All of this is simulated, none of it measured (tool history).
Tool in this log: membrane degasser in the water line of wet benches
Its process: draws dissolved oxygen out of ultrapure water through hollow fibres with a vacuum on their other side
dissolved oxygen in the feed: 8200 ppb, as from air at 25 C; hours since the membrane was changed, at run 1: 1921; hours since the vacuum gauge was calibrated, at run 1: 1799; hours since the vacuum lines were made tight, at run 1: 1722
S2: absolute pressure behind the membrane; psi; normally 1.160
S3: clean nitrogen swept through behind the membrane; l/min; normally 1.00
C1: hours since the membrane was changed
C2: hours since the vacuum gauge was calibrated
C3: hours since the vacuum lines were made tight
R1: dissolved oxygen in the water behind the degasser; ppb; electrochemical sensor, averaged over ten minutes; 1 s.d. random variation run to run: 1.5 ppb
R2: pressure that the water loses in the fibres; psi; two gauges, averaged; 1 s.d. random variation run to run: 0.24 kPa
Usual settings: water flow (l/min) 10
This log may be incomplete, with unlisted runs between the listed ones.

{"run": 1, "day": 0.0, "water flow (l/min)": 10, "S2": 1.16, "S3": 1.0, "C1": 1921, "C2": 1799, "C3": 1722, "R1": 154.3, "R2": 9.255}
{"run": 2, "day": 1.092, "water flow (l/min)": 10, "S2": 1.16, "S3": 1.0, "C1": 1947, "C2": 1825, "C3": 1748, "R1": 152.2, "R2": 9.246}
{"run": 3, "day": 2.55, "water flow (l/min)": 10, "S2": 1.566, "S3": 1.0, "C1": 1982, "C2": 1860, "C3": 1783, "R1": 221.8, "R2": 9.266}
{"run": 4, "day": 3.821, "water flow (l/min)": 10, "S2": 1.16, "S3": 0.51, "C1": 2013, "C2": 1890, "C3": 1813, "R1": 254.8, "R2": 9.258}
{"run": 5, "day": 5.688, "water flow (l/min)": 10, "S2": 1.16, "S3": 0.51, "C1": 2057, "C2": 1935, "C3": 1858, "R1": 252.2, "R2": 9.237}
{"run": 6, "day": 7.125, "water flow (l/min)": 10, "S2": 1.16, "S3": 0.51, "C1": 2092, "C2": 1970, "C3": 1893, "R1": 254.0, "R2": 9.259}
{"run": 7, "day": 8.654, "water flow (l/min)": 14, "S2": 1.16, "S3": 1.0, "C1": 2129, "C2": 2006, "C3": 1929, "R1": 274.9, "R2": 12.917}
{"run": 8, "day": 10.35, "water flow (l/min)": 14, "S2": 1.16, "S3": 1.0, "C1": 2169, "C2": 2047, "C3": 1970, "R1": 283.4, "R2": 12.945}
{"run": 9, "day": 11.875, "water flow (l/min)": 14, "S2": 1.16, "S3": 1.0, "C1": 2206, "C2": 2084, "C3": 2007, "R1": 277.7, "R2": 13.042}
{"run": 10, "day": 13.392, "water flow (l/min)": 10, "S2": 1.16, "S3": 1.0, "C1": 2242, "C2": 2120, "C3": 2043, "R1": 156.8, "R2": 9.301}
{"run": 11, "day": 15.088, "water flow (l/min)": 10, "S2": 1.16, "S3": 1.0, "C1": 2283, "C2": 2161, "C3": 2084, "R1": 154.0, "R2": 9.287}
{"run": 12, "day": 16.538, "water flow (l/min)": 10, "S2": 0.935, "S3": 1.0, "C1": 2318, "C2": 2195, "C3": 2118, "R1": 118.8, "R2": 9.242}
{"run": 13, "day": 17.667, "water flow (l/min)": 10, "S2": 0.935, "S3": 1.0, "C1": 2345, "C2": 2222, "C3": 2146, "R1": 120.3, "R2": 9.265}
{"run": 14, "day": 19.083, "water flow (l/min)": 10, "S2": 1.16, "S3": 1.0, "C1": 2379, "C2": 2256, "C3": 2180, "R1": 156.2, "R2": 9.253}
{"run": 15, "day": 20.546, "water flow (l/min)": 10, "S2": 2.519, "S3": 1.29, "C1": 2414, "C2": 2292, "C3": 2215, "R1": 305.0, "R2": 9.365}
{"run": 16, "day": 21.454, "water flow (l/min)": 10, "S2": 2.519, "S3": 1.29, "C1": 2436, "C2": 2313, "C3": 2236, "R1": 300.9, "R2": 9.253}
{"run": 17, "day": 23.342, "water flow (l/min)": 7, "S2": 2.84, "S3": 2.99, "C1": 2481, "C2": 2359, "C3": 2282, "R1": 108.4, "R2": 6.532}
{"run": 18, "day": 25.204, "water flow (l/min)": 7, "S2": 0.864, "S3": 1.63, "C1": 2526, "C2": 2403, "C3": 2327, "R1": 40.0, "R2": 6.519}
{"run": 19, "day": 27.05, "water flow (l/min)": 10, "S2": 1.16, "S3": 0.43, "C1": 2570, "C2": 2448, "C3": 2371, "R1": 288.2, "R2": 9.345}
{"run": 20, "day": 28.596, "water flow (l/min)": 9, "S2": 0.799, "S3": 1.69, "C1": 2607, "C2": 2485, "C3": 2408, "R1": 59.5, "R2": 8.377}
{"run": 21, "day": 29.55, "water flow (l/min)": 9, "S2": 0.799, "S3": 1.69, "C1": 2630, "C2": 2508, "C3": 2431, "R1": 59.8, "R2": 8.392}
{"run": 22, "day": 30.625, "water flow (l/min)": 15, "S2": 2.421, "S3": 1.69, "C1": 2656, "C2": 2534, "C3": 2457, "R1": 428.8, "R2": 14.012}
{"run": 23, "day": 32.346, "water flow (l/min)": 10, "S2": 1.024, "S3": 1.0, "C1": 2697, "C2": 2575, "C3": 2498, "R1": 136.2, "R2": 9.274}
{"run": 24, "day": 34.0, "water flow (l/min)": 12, "S2": 1.16, "S3": 1.0, "C1": 2737, "C2": 2614, "C3": 2538, "R1": 216.9, "R2": 11.135}
{"run": 25, "day": 35.296, "water flow (l/min)": 12, "S2": 1.16, "S3": 1.0, "C1": 2768, "C2": 2646, "C3": 2569, "R1": 210.3, "R2": 11.107}

Forecast each of these 3 alternatives for the next run:
{"run": "A", "day": 37.0, "water flow (l/min)": 10, "S2": 1.468, "S3": 1.0, "C1": 2809, "C2": 2686, "C3": 2610, "R1": "?", "R2": "?"}
{"run": "B", "day": 37.0, "water flow (l/min)": 9, "S2": 0.706, "S3": 0.92, "C1": 2809, "C2": 2686, "C3": 2610, "R1": "?", "R2": "?"}
{"run": "C", "day": 37.0, "water flow (l/min)": 13, "S2": 2.064, "S3": 1.18, "C1": 2809, "C2": 2686, "C3": 2610, "R1": "?", "R2": "?"}

run=A R1=206.3 R2=9.374
run=B R1=69.7 R2=8.447
run=C R1=378.5 R2=12.179
What these runs would have given with no unlogged condition in the tool:
run=A R1=192.2 R2=9.021
run=B R1=60.4 R2=8.131
run=C R1=355.7 R2=11.722

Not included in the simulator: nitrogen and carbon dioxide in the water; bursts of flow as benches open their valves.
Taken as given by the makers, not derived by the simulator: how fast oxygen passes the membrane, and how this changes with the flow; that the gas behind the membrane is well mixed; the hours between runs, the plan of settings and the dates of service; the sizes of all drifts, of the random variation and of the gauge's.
